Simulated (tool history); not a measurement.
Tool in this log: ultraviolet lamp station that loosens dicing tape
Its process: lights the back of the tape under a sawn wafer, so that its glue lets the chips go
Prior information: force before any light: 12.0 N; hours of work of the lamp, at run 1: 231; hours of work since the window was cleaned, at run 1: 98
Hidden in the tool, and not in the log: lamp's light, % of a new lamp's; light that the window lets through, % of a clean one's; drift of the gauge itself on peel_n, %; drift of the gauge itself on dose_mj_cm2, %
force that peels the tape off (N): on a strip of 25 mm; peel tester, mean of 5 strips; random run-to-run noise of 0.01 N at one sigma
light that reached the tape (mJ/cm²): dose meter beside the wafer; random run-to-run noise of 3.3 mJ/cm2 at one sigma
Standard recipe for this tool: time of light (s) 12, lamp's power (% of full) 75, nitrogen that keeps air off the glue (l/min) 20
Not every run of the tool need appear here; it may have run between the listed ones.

run	day	time of light (s)	lamp's power (% of full)	nitrogen that keeps air off the glue (l/min)	hours of work of the lamp	hours of work since the window was cleaned	force that peels the tape off (N)	light that reached the tape (mJ/cm²)
1	0.000	12	75	20	231	98	0.538	492
2	2.371	12	75	20	267	135	0.568	480
3	4.021	12	75	20	292	160	0.543	477
4	5.267	12	75	20	311	179	0.565	473
5	8.100	12	75	20	354	222	0.596	461
6	9.492	12	75	20	376	243	0.588	460
7	11.017	12	75	20	399	267	0.639	456
8	12.429	12	75	20	420	288	0.627	459
9	14.625	12	75	20	454	322	0.653	446
10	17.229	12	75	8	494	362	1.294	444
11	19.967	11	75	8	536	403	1.640	396
12	21.871	12	71	20	565	432	0.804	410
13	23.725	12	75	20	593	461	0.755	419
14	26.704	12	75	20	638	506	0.746	416
15	28.946	12	75	39	673	541	0.529	414
16	30.212	12	75	39	692	560	0.557	406
17	32.862	12	62	39	733	600	0.909	332
18	34.804	12	69	20	762	630	0.992	364
# day 36.475: window cleaned of glue's vapour
19	37.529	12	64	20	804	16	1.091	355
20	39.071	10	64	21	827	40	1.604	293
21	40.429	12	60	10	848	60	2.040	327
22	42.338	12	60	10	877	90	2.050	321
23	44.738	18	79	36	914	126	0.248	624
24	46.142	8	79	15	935	148	2.123	272
25	49.071	8	79	15	980	192	2.181	272
26	51.412	9	75	20	1016	228	1.768	279
27	53.442	13	83	7	1047	259	1.417	448
28	55.775	10	64	22	1082	295	1.868	259
29	57.108	10	63	13	1103	315	2.556	256
30	59.700	7	75	38	1142	355	2.165	203
31	61.296	12	75	19	1167	379	1.137	351
# day 63.717: lamp changed
32	63.938	12	75	19	3	419	0.500	515
33	66.658	12	75	33	45	460	0.376	506
34	69.317	15	74	20	86	501	0.320	615
35	71.575	21	62	20	120	536	0.270	702
36	73.167	9	85	11	144	560	1.198	419
37	74.504	14	71	15	165	580	0.533	536
38	77.521	14	71	15	211	626	0.553	523

Each run again, without the hidden state but with its own random variation kept:
run	force that peels the tape off (N)	light that reached the tape (mJ/cm²)
1	0.445	534
2	0.457	528
3	0.428	530
4	0.436	529
5	0.445	525
6	0.429	528
7	0.458	528
8	0.440	536
9	0.444	527
10	0.879	533
11	1.102	483
12	0.494	505
13	0.451	524
14	0.434	529
15	0.312	534
16	0.321	528
17	0.484	439
18	0.512	488
19	0.620	456
20	0.938	381
21	1.227	428
22	1.208	425
23	0.196	839
24	1.201	369
25	1.197	375
26	0.884	394
27	0.661	637
28	0.889	375
29	1.321	374
30	1.018	305
31	0.454	528
32	0.463	533
33	0.342	531
34	0.285	655
35	0.245	759
36	0.999	456
37	0.430	589
38	0.430	584

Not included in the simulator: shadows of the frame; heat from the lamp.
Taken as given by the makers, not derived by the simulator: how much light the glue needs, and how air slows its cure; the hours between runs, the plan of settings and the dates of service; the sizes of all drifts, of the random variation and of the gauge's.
